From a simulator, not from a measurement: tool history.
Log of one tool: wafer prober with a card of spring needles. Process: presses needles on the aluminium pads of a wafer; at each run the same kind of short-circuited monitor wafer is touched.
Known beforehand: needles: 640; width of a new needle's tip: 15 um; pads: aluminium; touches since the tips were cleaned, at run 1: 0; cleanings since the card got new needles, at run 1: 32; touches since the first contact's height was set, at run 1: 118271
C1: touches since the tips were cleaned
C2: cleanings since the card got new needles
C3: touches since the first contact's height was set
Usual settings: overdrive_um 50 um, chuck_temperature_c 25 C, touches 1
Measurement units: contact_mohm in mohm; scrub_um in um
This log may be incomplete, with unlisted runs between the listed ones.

{"run": 1, "hour": 0.0, "overdrive_um": 50, "chuck_temperature_c": 25, "touches": 1, "C1": 0, "C2": 32, "C3": 118271, "contact_mohm": 156, "scrub_um": 13.08}
{"run": 2, "hour": 10.7, "overdrive_um": 50, "chuck_temperature_c": 25, "touches": 1, "C1": 6637, "C2": 32, "C3": 124908, "contact_mohm": 242, "scrub_um": 12.97}
{"hour": 11.6, "done": "tips cleaned on abrasive film"}
{"run": 3, "hour": 21.7, "overdrive_um": 50, "chuck_temperature_c": 25, "touches": 1, "C1": 6245, "C2": 33, "C3": 131633, "contact_mohm": 246, "scrub_um": 12.95}
{"hour": 23.5, "done": "tips cleaned on abrasive film"}
{"run": 4, "hour": 30.4, "overdrive_um": 50, "chuck_temperature_c": 25, "touches": 1, "C1": 4296, "C2": 34, "C3": 136985, "contact_mohm": 234, "scrub_um": 12.98}
{"hour": 35.5, "done": "tips cleaned on abrasive film"}
{"run": 5, "hour": 37.4, "overdrive_um": 50, "chuck_temperature_c": 25, "touches": 1, "C1": 1148, "C2": 35, "C3": 141251, "contact_mohm": 186, "scrub_um": 12.89}
{"hour": 41.6, "done": "height of the first contact set anew"}
{"run": 6, "hour": 44.0, "overdrive_um": 50, "chuck_temperature_c": 25, "touches": 1, "C1": 5092, "C2": 35, "C3": 1516, "contact_mohm": 233, "scrub_um": 13.25}
{"hour": 47.5, "done": "tips cleaned on abrasive film"}
{"run": 7, "hour": 51.0, "overdrive_um": 50, "chuck_temperature_c": 25, "touches": 1, "C1": 2160, "C2": 36, "C3": 5763, "contact_mohm": 205, "scrub_um": 13.24}
{"hour": 59.3, "done": "tips cleaned on abrasive film"}
{"run": 8, "hour": 61.7, "overdrive_um": 31, "chuck_temperature_c": 25, "touches": 1, "C1": 1480, "C2": 37, "C3": 12344, "contact_mohm": 267, "scrub_um": 8.18}
{"hour": 71.2, "done": "tips cleaned on abrasive film"}
{"run": 9, "hour": 71.3, "overdrive_um": 50, "chuck_temperature_c": 25, "touches": 1, "C1": 56, "C2": 38, "C3": 18209, "contact_mohm": 161, "scrub_um": 13.16}
{"run": 10, "hour": 81.5, "overdrive_um": 50, "chuck_temperature_c": 25, "touches": 2, "C1": 6402, "C2": 38, "C3": 24555, "contact_mohm": 206, "scrub_um": 13.17}
{"hour": 83.4, "done": "tips cleaned on abrasive film"}
{"run": 11, "hour": 91.6, "overdrive_um": 50, "chuck_temperature_c": 25, "touches": 2, "C1": 5058, "C2": 39, "C3": 30735, "contact_mohm": 203, "scrub_um": 13.17}
{"hour": 95.4, "done": "tips cleaned on abrasive film"}
{"run": 12, "hour": 97.7, "overdrive_um": 50, "chuck_temperature_c": 25, "touches": 2, "C1": 1442, "C2": 40, "C3": 34472, "contact_mohm": 175, "scrub_um": 13.09}
{"run": 13, "hour": 106.0, "overdrive_um": 62, "chuck_temperature_c": 25, "touches": 1, "C1": 6601, "C2": 40, "C3": 39631, "contact_mohm": 212, "scrub_um": 16.35}
{"hour": 107.1, "done": "tips cleaned on abrasive film"}
{"run": 14, "hour": 114.9, "overdrive_um": 50, "chuck_temperature_c": 30, "touches": 2, "C1": 4832, "C2": 41, "C3": 45101, "contact_mohm": 204, "scrub_um": 13.1}
{"hour": 118.9, "done": "tips cleaned on abrasive film"}
{"run": 15, "hour": 122.3, "overdrive_um": 37, "chuck_temperature_c": 44, "touches": 2, "C1": 2134, "C2": 42, "C3": 49638, "contact_mohm": 215, "scrub_um": 9.72}
{"hour": 130.5, "done": "tips cleaned on abrasive film"}
{"run": 16, "hour": 131.1, "overdrive_um": 51, "chuck_temperature_c": 27, "touches": 1, "C1": 388, "C2": 43, "C3": 55032, "contact_mohm": 162, "scrub_um": 13.35}
{"run": 17, "hour": 141.3, "overdrive_um": 51, "chuck_temperature_c": 27, "touches": 1, "C1": 6667, "C2": 43, "C3": 61311, "contact_mohm": 240, "scrub_um": 13.34}
{"hour": 142.2, "done": "tips cleaned on abrasive film"}
{"run": 18, "hour": 147.2, "overdrive_um": 65, "chuck_temperature_c": 44, "touches": 1, "C1": 3117, "C2": 44, "C3": 64921, "contact_mohm": 193, "scrub_um": 17.05}
{"hour": 154.4, "done": "tips cleaned on abrasive film"}
{"run": 19, "hour": 155.2, "overdrive_um": 56, "chuck_temperature_c": 83, "touches": 1, "C1": 535, "C2": 45, "C3": 69847, "contact_mohm": 176, "scrub_um": 14.62}
{"run": 20, "hour": 161.5, "overdrive_um": 56, "chuck_temperature_c": 83, "touches": 1, "C1": 4429, "C2": 45, "C3": 73741, "contact_mohm": 220, "scrub_um": 14.62}
{"hour": 166.3, "done": "tips cleaned on abrasive film"}
{"run": 21, "hour": 170.1, "overdrive_um": 55, "chuck_temperature_c": 60, "touches": 1, "C1": 2360, "C2": 46, "C3": 79004, "contact_mohm": 207, "scrub_um": 14.32}
{"hour": 178.3, "done": "tips cleaned on abrasive film"}
{"run": 22, "hour": 181.2, "overdrive_um": 59, "chuck_temperature_c": 25, "touches": 1, "C1": 1779, "C2": 47, "C3": 85790, "contact_mohm": 188, "scrub_um": 15.41}
{"run": 23, "hour": 187.9, "overdrive_um": 50, "chuck_temperature_c": 25, "touches": 3, "C1": 5978, "C2": 47, "C3": 89989, "contact_mohm": 184, "scrub_um": 12.99}

Same runs, no hidden state in the tool, same run-to-run variation:
Hidden conditions of the tool in this case: debris on the tips, nm; way that the needles fall short of the set height, um; tips' diameter, um; drift of the gauge itself on contact_mohm, %; drift of the gauge itself on scrub_um, %.
run=1 contact_mohm=149 scrub_um=13.29
run=2 contact_mohm=145 scrub_um=13.19
run=3 contact_mohm=147 scrub_um=13.19
run=4 contact_mohm=148 scrub_um=13.23
run=5 contact_mohm=148 scrub_um=13.15
run=6 contact_mohm=148 scrub_um=13.25
run=7 contact_mohm=145 scrub_um=13.25
run=8 contact_mohm=160 scrub_um=8.21
run=9 contact_mohm=147 scrub_um=13.21
run=10 contact_mohm=147 scrub_um=13.22
run=11 contact_mohm=148 scrub_um=13.23
run=12 contact_mohm=145 scrub_um=13.17
run=13 contact_mohm=144 scrub_um=16.43
run=14 contact_mohm=149 scrub_um=13.19
run=15 contact_mohm=158 scrub_um=9.82
run=16 contact_mohm=145 scrub_um=13.47
run=17 contact_mohm=146 scrub_um=13.46
run=18 contact_mohm=147 scrub_um=17.19
run=19 contact_mohm=156 scrub_um=14.77
run=20 contact_mohm=157 scrub_um=14.77
run=21 contact_mohm=152 scrub_um=14.49
run=22 contact_mohm=146 scrub_um=15.59
run=23 contact_mohm=148 scrub_um=13.17
